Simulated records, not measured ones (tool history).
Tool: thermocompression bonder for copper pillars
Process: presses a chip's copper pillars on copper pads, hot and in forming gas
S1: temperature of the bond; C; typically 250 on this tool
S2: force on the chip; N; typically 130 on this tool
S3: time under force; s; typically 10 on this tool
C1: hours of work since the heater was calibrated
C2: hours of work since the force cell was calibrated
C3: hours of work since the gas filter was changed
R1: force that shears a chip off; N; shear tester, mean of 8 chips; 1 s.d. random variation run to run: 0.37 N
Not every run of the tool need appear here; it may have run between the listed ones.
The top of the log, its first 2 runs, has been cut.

Run 3, hour 15.6: usual settings; C1 447; C2 39; C3 348. Result: R1 50 N.
Run 4, hour 28.3: usual settings; C1 453; C2 45; C3 354. Result: R1 49.8 N.
Run 5, hour 38.3: usual settings; C1 458; C2 50; C3 359. Result: R1 49.4 N.
Run 6, hour 46.4: usual settings but S2 159 N; C1 462; C2 54; C3 363. Result: R1 59.5 N.
Run 7, hour 56.3: usual settings but S3 28 s; C1 467; C2 59; C3 368. Result: R1 69 N.
Run 8, hour 68.8: usual settings but S3 18 s; C1 473; C2 65; C3 374. Result: R1 60.3 N.
Run 9, hour 76.7: usual settings but S3 18 s; C1 476; C2 69; C3 378. Result: R1 61 N.
Run 10, hour 87.2: usual settings but S3 18 s; C1 482; C2 74; C3 383. Result: R1 60.2 N.
Run 11, hour 103.5: usual settings but S3 18 s; C1 489; C2 82; C3 391. Result: R1 59.7 N.
Run 12, hour 117.7: usual settings but S3 18 s; C1 496; C2 88; C3 397. Result: R1 60 N.
Run 13, hour 126.3: usual settings; C1 500; C2 92; C3 402. Result: R1 49.4 N.
Run 14, hour 133.8: usual settings; C1 504; C2 96; C3 405. Result: R1 49.3 N.
Run 15, hour 140.6: usual settings but S1 222 C; C1 507; C2 99; C3 408. Result: R1 31.6 N.
Run 16, hour 150.1: usual settings; C1 512; C2 104; C3 413. Result: R1 50.3 N.
At hour 155.5: forming gas filter changed.
Run 17, hour 166.2: usual settings; C1 519; C2 111; C3 5. Result: R1 49.6 N.
Run 18, hour 182.2: usual settings; C1 527; C2 119; C3 13. Result: R1 49.3 N.
Run 19, hour 191.2: usual settings but S1 248 C; C1 531; C2 123; C3 17. Result: R1 48.1 N.
Run 20, hour 198.5: usual settings but S1 248 C; C1 535; C2 127; C3 21. Result: R1 48.2 N.
Run 21, hour 209.4: usual settings but S1 248 C, S2 90 N, S3 8 s; C1 540; C2 132; C3 26. Result: R1 30.2 N.
Run 22, hour 218.4: usual settings but S1 248 C, S2 90 N, S3 8 s; C1 544; C2 137; C3 30. Result: R1 30.2 N.
Run 23, hour 233.4: usual settings but S1 272 C, S2 87 N; C1 552; C2 144; C3 37. Result: R1 44.9 N.
Run 24, hour 240.9: usual settings but S1 232 C, S2 97 N, S3 22 s; C1 555; C2 147; C3 41. Result: R1 37.8 N.
Run 25, hour 255.7: usual settings but S1 236 C, S2 188 N; C1 562; C2 155; C3 48. Result: R1 57 N.
Run 26, hour 271.1: usual settings but S1 272 C, S2 122 N; C1 570; C2 162; C3 56. Result: R1 61.7 N.

What does the tool deliver on the next run?
Run 27, hour 281.9: usual settings but S1 272 C, S2 122 N; C1 575; C2 167; C3 61. Result: R1 ?.

R1: 61.4 N
With the hidden condition absent and the run-to-run variation left alone, this run would have shown R1 61.5 N.
